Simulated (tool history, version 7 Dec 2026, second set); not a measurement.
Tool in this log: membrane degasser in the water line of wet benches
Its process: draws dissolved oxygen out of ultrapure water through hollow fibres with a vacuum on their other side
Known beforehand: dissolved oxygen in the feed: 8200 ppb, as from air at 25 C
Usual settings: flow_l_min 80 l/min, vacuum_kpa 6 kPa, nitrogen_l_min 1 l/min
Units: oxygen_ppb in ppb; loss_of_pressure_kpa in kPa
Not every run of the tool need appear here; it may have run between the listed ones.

run,day,flow_l_min,vacuum_kpa,nitrogen_l_min,oxygen_ppb,loss_of_pressure_kpa
1,0,80,6,1,498,59.13
2,3.358,80,6,1,502.5,59.31
3,6.908,65,6,1,415.3,48.37
4,11.129,65,6,1,415.2,48.36
5,14.025,65,6,1,402.6,48.23
6,18.25,65,6,1,410.5,48.34
7,22.379,65,6,1.14,381.4,48.26
8,24.375,65,6,1.14,389.7,48.79
9,27.083,65,6,1.14,391.7,48.19
10,30.025,80,6,1,506.5,59.33
11,34.329,80,6,1,509.8,59.81
12,37.638,80,6,1,515.2,59.31
13,39.954,80,6,1,501.8,59.63
14,43.579,80,6,1,519.9,59.26
15,45.562,80,6,1,529.8,59.57
16,48.25,80,6,1,533.5,59.47
17,50.792,82,8.76,1.52,678.4,61.51
18,53.188,82,8.76,1.52,694.4,61.1
19,56.675,82,8.76,1.52,689.6,61.23
20,58.929,48,5.95,1.93,201.8,36.04
21,63.15,48,5.95,1.93,206.2,35.46
22,65.025,81,6,1,485.5,60.36
23,68.154,81,6,1,476.6,60.74
24,71.538,116,13.47,1,1716.3,86.98
25,75.379,116,5.13,1,548.9,86.43
26,79.458,116,5.13,1,558.8,86.53
27,81.483,50,6.54,2.57,184.9,37.26
28,84.196,74,4.92,1.03,312.9,55.41
29,86.921,48,5.39,2.21,141.9,35.92
30,89.033,48,5.39,2.21,144.6,36.31
31,91.492,89,4.18,0.47,360.7,66.51
32,94.429,81,6.51,2.79,328.4,60.43

Taken out of this log: 3 entries between the listed runs. Where each belongs, and how the hidden state differs across it:
Run 10 -> run 11: seals of the vacuum lines changed (day 34.329)
  air that leaks in behind the membrane, l/min: 0.0271 -> 0.0023
  measured less the result without the state, oxygen_ppb: +30.2 -> +33.1 ppb; loss_of_pressure_kpa: +0.28 -> +0.3 kPa
Run 14 -> run 15: vacuum gauge calibrated (day 45.054)
  true pressure behind the membrane over the reading, kPa: 0.26 -> 0.41; air that leaks in behind the membrane, l/min: 0.0027 -> 0.0028
  measured less the result without the state, oxygen_ppb: +35.2 -> +52.4 ppb; loss_of_pressure_kpa: +0.36 -> +0.36 kPa
Run 21 -> run 22: vacuum gauge calibrated, once more (day 64.142)
  true pressure behind the membrane over the reading, kPa: 0.42 -> -0.01; air that leaks in behind the membrane, l/min: 0.0037 -> 0.0038
  measured less the result without the state, oxygen_ppb: +23.6 -> +2.3 ppb; loss_of_pressure_kpa: +0.27 -> +0.48 kPa
